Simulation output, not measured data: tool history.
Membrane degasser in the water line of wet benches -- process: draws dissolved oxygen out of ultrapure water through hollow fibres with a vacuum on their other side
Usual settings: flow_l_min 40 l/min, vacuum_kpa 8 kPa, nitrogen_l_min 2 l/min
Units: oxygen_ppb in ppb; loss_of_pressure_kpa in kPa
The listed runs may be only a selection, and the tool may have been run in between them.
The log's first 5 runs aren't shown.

run     day  flow_l_min  vacuum_kpa  nitrogen_l_min  oxygen_ppb  loss_of_pressure_kpa
  6  15.454          40        9.51               2       295.7                 39.69
  7  18.121          37           8               2       215.4                 36.44
  8  21.483          40           8            5.81        93.1                 39.49
  9  24.017          40        9.89               2       309.6                 39.82
 10  26.138          31           8               2       180.2                 30.94
 11  27.875          40           8               2       228.5                 39.65
 12  30.417          38           8               2         217                  37.4
 13  32.467          40           8               2       226.3                 39.56
 14  34.975          40           8               2       232.6                 39.77
 15  38.133          40           8               2       232.1                 39.64
 16  40.175          40           8               2       229.4                 39.75
 17  42.133          53        8.52               2       335.3                 52.57
 18  43.946          53        8.52               2       335.9                 52.34
 19  46.821          53        8.52               2       334.9                 52.25
 20  49.704          59       10.02            3.48       308.5                 58.99
       51.3  -- vacuum gauge calibrated
 21   51.65          59       10.02            3.48       293.5                 58.87
 22  53.821          54        19.3               2       882.4                 53.59
 23  55.296          54        19.3               2       869.8                  53.5
 24  58.729          40           8            5.26        96.6                 39.48
 25  60.654          40           8            5.26        96.1                 39.85
 26  63.767          57        7.94            2.79         248                 56.66
 27  66.908          57        7.94            2.79       249.5                 56.22

Run 28 has not been measured yet. What should we expect?
 28  69.3          29        6.57             3.9           ?                     ?

For run 28 the tool returned oxygen_ppb 62 ppb, loss_of_pressure_kpa 28.85 kPa.
Minus the tool's unlogged condition, the same run would have read oxygen_ppb 61 ppb, loss_of_pressure_kpa 28.51 kPa.
